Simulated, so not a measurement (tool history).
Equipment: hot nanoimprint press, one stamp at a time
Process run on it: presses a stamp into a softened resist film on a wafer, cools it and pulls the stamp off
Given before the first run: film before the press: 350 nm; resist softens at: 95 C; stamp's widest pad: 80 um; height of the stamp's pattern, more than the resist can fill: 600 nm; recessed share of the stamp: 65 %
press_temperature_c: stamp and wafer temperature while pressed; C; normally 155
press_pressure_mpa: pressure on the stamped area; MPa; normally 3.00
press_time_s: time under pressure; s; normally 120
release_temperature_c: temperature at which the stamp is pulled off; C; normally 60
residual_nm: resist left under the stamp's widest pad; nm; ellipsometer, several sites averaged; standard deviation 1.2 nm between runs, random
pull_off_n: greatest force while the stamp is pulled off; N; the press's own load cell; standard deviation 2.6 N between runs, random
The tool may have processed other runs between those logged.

run,hour,press_temperature_c,press_pressure_mpa,press_time_s,release_temperature_c,residual_nm,pull_off_n
1,0.0,155,3.00,120,60,171.9,188
2,10.6,155,3.00,120,60,173.1,188
3,26.6,155,3.00,120,60,172.0,190
4,36.4,155,3.00,118,60,172.0,188
5,54.0,155,3.00,118,60,191.2,196
6,67.2,155,3.00,118,60,186.6,197
7,74.1,155,3.00,118,60,191.7,199
8,84.5,155,3.00,118,60,189.3,200
9,92.1,155,3.00,118,60,191.2,202
10,104.0,163,2.98,63,48,170.9,247
11,112.1,161,4.17,61,57,163.0,220
12,120.9,164,3.58,75,51,142.1,236
13,129.2,155,3.00,120,46,185.0,255
14,139.5,155,3.21,120,46,183.3,257
15,152.3,149,4.77,120,60,202.9,205
16,161.2,147,3.96,86,60,257.0,203
17,168.8,147,3.96,86,60,256.1,202
18,183.8,155,3.00,120,46,185.4,251

Withheld: 1 entry from between the runs. Position of each, and hidden state at the listed run before versus the listed run after:
Logged between run 4 and run 5: plate thermocouple calibrated (hour 40.3)
  true temperature over the reading, C: 2.06 -> -0.14; pressure that arrives at the usual setting, %: 99.65 -> 99.6; grip of the stamp's worn release coat, % over a new coat's: 7.7 -> 8.3
  the result without the hidden state subtracted from the measured one, residual_nm: -15.7 -> +1.4 nm; pull_off_n: +7 -> +15 N
